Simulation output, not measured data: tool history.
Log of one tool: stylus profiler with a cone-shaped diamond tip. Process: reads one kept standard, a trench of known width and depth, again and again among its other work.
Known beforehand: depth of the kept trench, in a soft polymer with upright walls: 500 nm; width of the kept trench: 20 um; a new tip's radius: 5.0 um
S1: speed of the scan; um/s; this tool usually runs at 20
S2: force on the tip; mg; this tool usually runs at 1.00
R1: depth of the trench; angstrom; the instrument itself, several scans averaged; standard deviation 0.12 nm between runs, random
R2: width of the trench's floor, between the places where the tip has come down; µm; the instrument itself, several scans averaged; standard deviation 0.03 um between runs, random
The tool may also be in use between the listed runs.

{"run": 1, "hour": 0.0, "S1": 20, "S2": 1.0, "R1": 5030.1, "R2": 14.35}
{"run": 2, "hour": 46.2, "S1": 20, "S2": 0.36, "R1": 5007.5, "R2": 14.28}
{"run": 3, "hour": 69.4, "S1": 20, "S2": 0.51, "R1": 5013.3, "R2": 14.33}
{"run": 4, "hour": 91.5, "S1": 20, "S2": 0.51, "R1": 5012.9, "R2": 14.28}
{"run": 5, "hour": 119.7, "S1": 20, "S2": 0.51, "R1": 5012.2, "R2": 14.23}
{"run": 6, "hour": 147.2, "S1": 20, "S2": 0.51, "R1": 5014.3, "R2": 14.24}
{"run": 7, "hour": 177.0, "S1": 20, "S2": 0.51, "R1": 5011.6, "R2": 14.26}
{"run": 8, "hour": 208.3, "S1": 20, "S2": 0.51, "R1": 5011.9, "R2": 14.22}
{"run": 9, "hour": 236.8, "S1": 20, "S2": 0.51, "R1": 5010.6, "R2": 14.21}
{"run": 10, "hour": 279.5, "S1": 20, "S2": 0.51, "R1": 5011.8, "R2": 14.18}
{"run": 11, "hour": 298.8, "S1": 20, "S2": 0.51, "R1": 5009.4, "R2": 14.2}
{"run": 12, "hour": 321.7, "S1": 20, "S2": 1.18, "R1": 5032.1, "R2": 14.18}
{"run": 13, "hour": 367.7, "S1": 20, "S2": 1.18, "R1": 5031.1, "R2": 14.19}
{"hour": 375.6, "done": "height scale calibrated on a step standard"}
{"run": 14, "hour": 394.1, "S1": 7, "S2": 1.0, "R1": 5040.8, "R2": 14.2}
{"run": 15, "hour": 430.0, "S1": 20, "S2": 1.0, "R1": 5039.9, "R2": 14.13}
{"run": 16, "hour": 453.1, "S1": 20, "S2": 1.0, "R1": 5039.2, "R2": 14.14}
{"run": 17, "hour": 500.5, "S1": 20, "S2": 1.0, "R1": 5038.4, "R2": 14.04}
{"run": 18, "hour": 535.7, "S1": 20, "S2": 1.0, "R1": 5039.4, "R2": 14.09}
{"run": 19, "hour": 572.1, "S1": 20, "S2": 0.54, "R1": 5025.4, "R2": 13.96}
{"run": 20, "hour": 593.0, "S1": 20, "S2": 0.85, "R1": 5035.7, "R2": 14.02}
{"run": 21, "hour": 639.2, "S1": 20, "S2": 0.85, "R1": 5035.3, "R2": 14.03}
{"run": 22, "hour": 666.4, "S1": 20, "S2": 0.85, "R1": 5033.8, "R2": 13.97}
{"run": 23, "hour": 708.8, "S1": 20, "S2": 0.85, "R1": 5035.0, "R2": 13.96}
{"run": 24, "hour": 746.2, "S1": 8, "S2": 1.26, "R1": 5045.6, "R2": 14.03}
{"run": 25, "hour": 778.0, "S1": 51, "S2": 1.76, "R1": 5058.0, "R2": 13.82}
{"run": 26, "hour": 807.4, "S1": 51, "S2": 1.76, "R1": 5056.8, "R2": 13.77}
{"run": 27, "hour": 831.6, "S1": 51, "S2": 1.76, "R1": 5058.8, "R2": 13.77}
{"run": 28, "hour": 862.1, "S1": 15, "S2": 1.68, "R1": 5056.6, "R2": 13.91}
{"run": 29, "hour": 905.1, "S1": 28, "S2": 1.45, "R1": 5050.0, "R2": 13.83}
{"run": 30, "hour": 945.1, "S1": 28, "S2": 1.45, "R1": 5051.3, "R2": 13.82}
{"run": 31, "hour": 976.0, "S1": 28, "S2": 2.94, "R1": 5084.2, "R2": 13.81}
{"run": 32, "hour": 1012.9, "S1": 36, "S2": 1.0, "R1": 5038.3, "R2": 13.72}
{"run": 33, "hour": 1036.5, "S1": 11, "S2": 0.36, "R1": 5017.3, "R2": 13.79}
{"run": 34, "hour": 1069.4, "S1": 12, "S2": 0.49, "R1": 5020.8, "R2": 13.77}
{"run": 35, "hour": 1103.2, "S1": 18, "S2": 0.5, "R1": 5021.9, "R2": 13.73}
{"run": 36, "hour": 1145.3, "S1": 18, "S2": 0.5, "R1": 5021.0, "R2": 13.69}
{"run": 37, "hour": 1175.4, "S1": 20, "S2": 0.43, "R1": 5016.3, "R2": 13.65}
{"run": 38, "hour": 1198.1, "S1": 20, "S2": 0.43, "R1": 5016.2, "R2": 13.64}
{"run": 39, "hour": 1239.8, "S1": 27, "S2": 0.74, "R1": 5028.8, "R2": 13.6}
{"run": 40, "hour": 1263.3, "S1": 7, "S2": 2.41, "R1": 5069.5, "R2": 13.77}
{"run": 41, "hour": 1286.7, "S1": 7, "S2": 2.41, "R1": 5067.7, "R2": 13.8}
{"run": 42, "hour": 1332.5, "S1": 29, "S2": 0.46, "R1": 5017.1, "R2": 13.54}
{"run": 43, "hour": 1366.8, "S1": 28, "S2": 0.37, "R1": 5012.6, "R2": 13.5}
{"run": 44, "hour": 1398.3, "S1": 14, "S2": 0.47, "R1": 5016.1, "R2": 13.57}
{"run": 45, "hour": 1436.5, "S1": 9, "S2": 0.72, "R1": 5023.6, "R2": 13.62}

Here are 4 independent what-if runs from the current tool condition. What would each one return?
{"run": "A", "hour": 1463.5, "S1": 15, "S2": 1.95, "R1": "?", "R2": "?"}
{"run": "B", "hour": 1463.5, "S1": 6, "S2": 2.15, "R1": "?", "R2": "?"}
{"run": "C", "hour": 1463.5, "S1": 65, "S2": 0.72, "R1": "?", "R2": "?"}
{"run": "D", "hour": 1463.5, "S1": 9, "S2": 2.45, "R1": "?", "R2": "?"}

run=A R1=5057.0 R2=13.61
run=B R1=5062.2 R2=13.69
run=C R1=5024.8 R2=13.21
run=D R1=5068.9 R2=13.62
The same runs, with their run-to-run variation unchanged, on a tool lacking any hidden condition would have given:
run=A R1=5066.0 R2=15.58
run=B R1=5071.2 R2=15.66
run=C R1=5033.7 R2=15.18
run=D R1=5077.9 R2=15.59
